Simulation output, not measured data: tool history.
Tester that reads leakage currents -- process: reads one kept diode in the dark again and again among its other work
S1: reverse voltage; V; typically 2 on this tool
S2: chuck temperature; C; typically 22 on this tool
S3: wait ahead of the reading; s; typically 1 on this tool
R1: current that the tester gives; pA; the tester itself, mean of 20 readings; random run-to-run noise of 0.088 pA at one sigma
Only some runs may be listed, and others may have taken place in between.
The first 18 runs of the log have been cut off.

run,hour,S1,S2,S3,R1
19,3254.1,2,30,1,48.02
# hour 3328.9: chuck's temperature calibrated
20,3483.6,2,30,1,48.02
21,3693.3,3.98,40,7.79,145.68
22,3937.2,2.21,44,1,157.21
# hour 4092.8: tester calibrated
23,4135.8,3.36,22,1.16,29.9
24,4338,2.13,23,1,26.9
25,4451.5,6.6,36,1,130.76
26,4688.5,5.11,52,1,411.85
27,4854.3,2.31,56,1.26,397.31
28,5040.5,2.31,56,1.26,399.19
29,5239.2,1.74,22,1,22.77
# hour 5315.2: chuck's temperature calibrated
# hour 5440.2: probe card cleaned and baked
30,5503.8,9.14,37,1.13,162.84
31,5661.2,2.21,37,7.72,89.53
32,5885,2.21,26,2.03,35.1
33,6149,8.44,54,1,584.21
34,6300,8.44,22,0.93,44.5
35,6490.5,2.44,48,1,222.45
36,6715.1,8.84,21,1,41.48
37,6960.6,7.18,36,1.43,135.48
38,7163.8,7.18,36,1.43,134.97
# hour 7287.8: chuck's temperature calibrated
39,7287.8,10.88,47,1,386.96

3 ways to go on from here, each from the tool as it stands after run 39. What would each give?
A,7535.9,2,22,3.29,?
B,7535.9,5.63,33,4.22,?
C,7535.9,2,22,0.64,?

run,R1
A,23.62
B,95.34
C,24.27
Without the tool's unlogged condition, the same runs would have read:
run,R1
A,23.63
B,95.39
C,24.28
